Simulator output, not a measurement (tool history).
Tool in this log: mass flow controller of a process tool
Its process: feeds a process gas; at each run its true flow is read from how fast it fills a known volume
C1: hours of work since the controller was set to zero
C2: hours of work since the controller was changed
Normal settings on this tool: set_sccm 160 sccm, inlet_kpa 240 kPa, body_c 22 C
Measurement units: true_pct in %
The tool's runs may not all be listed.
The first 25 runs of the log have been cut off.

{"run": 26, "hour": 3851.3, "set_sccm": 24, "inlet_kpa": 195, "body_c": 31, "C1": 1290, "C2": 8912, "true_pct": 101.16}
{"run": 27, "hour": 3963.9, "set_sccm": 24, "inlet_kpa": 195, "body_c": 31, "C1": 1374, "C2": 8996, "true_pct": 101.29}
{"run": 28, "hour": 4120.0, "set_sccm": 25, "inlet_kpa": 241, "body_c": 24, "C1": 1490, "C2": 9112, "true_pct": 101.48}
{"run": 29, "hour": 4245.7, "set_sccm": 25, "inlet_kpa": 241, "body_c": 24, "C1": 1583, "C2": 9205, "true_pct": 101.7}
{"run": 30, "hour": 4420.1, "set_sccm": 44, "inlet_kpa": 240, "body_c": 28, "C1": 1713, "C2": 9335, "true_pct": 101.86}
{"run": 31, "hour": 4531.2, "set_sccm": 162, "inlet_kpa": 240, "body_c": 23, "C1": 1795, "C2": 9417, "true_pct": 102.15}
{"run": 32, "hour": 4663.8, "set_sccm": 162, "inlet_kpa": 240, "body_c": 23, "C1": 1894, "C2": 9516, "true_pct": 102.07}
{"run": 33, "hour": 4814.9, "set_sccm": 46, "inlet_kpa": 240, "body_c": 37, "C1": 2006, "C2": 9628, "true_pct": 102.3}
{"run": 34, "hour": 5000.5, "set_sccm": 160, "inlet_kpa": 241, "body_c": 21, "C1": 2144, "C2": 9766, "true_pct": 102.32}
{"run": 35, "hour": 5217.8, "set_sccm": 40, "inlet_kpa": 258, "body_c": 22, "C1": 2305, "C2": 9927, "true_pct": 102.46}
{"run": 36, "hour": 5309.4, "set_sccm": 41, "inlet_kpa": 240, "body_c": 22, "C1": 2373, "C2": 9995, "true_pct": 102.24}
{"run": 37, "hour": 5469.4, "set_sccm": 150, "inlet_kpa": 240, "body_c": 27, "C1": 2492, "C2": 10114, "true_pct": 102.82}
{"run": 38, "hour": 5637.2, "set_sccm": 150, "inlet_kpa": 240, "body_c": 27, "C1": 2617, "C2": 10239, "true_pct": 102.99}
{"run": 39, "hour": 5836.6, "set_sccm": 83, "inlet_kpa": 172, "body_c": 30, "C1": 2765, "C2": 10387, "true_pct": 102.77}
{"run": 40, "hour": 5970.6, "set_sccm": 160, "inlet_kpa": 193, "body_c": 28, "C1": 2864, "C2": 10486, "true_pct": 102.96}

Alternative continuations, all from the tool just after run 40; predict every row:
{"run": "A", "hour": 6181.9, "set_sccm": 160, "inlet_kpa": 187, "body_c": 22, "C1": 3021, "C2": 10643, "true_pct": "?"}
{"run": "B", "hour": 6181.9, "set_sccm": 160, "inlet_kpa": 193, "body_c": 25, "C1": 3021, "C2": 10643, "true_pct": "?"}
{"run": "C", "hour": 6181.9, "set_sccm": 21, "inlet_kpa": 200, "body_c": 39, "C1": 3021, "C2": 10643, "true_pct": "?"}

run=A true_pct=103.01
run=B true_pct=103.19
run=C true_pct=103.17
What these runs would have given with no unlogged condition in the tool:
run=A true_pct=99.78
run=B true_pct=99.96
run=C true_pct=99.92
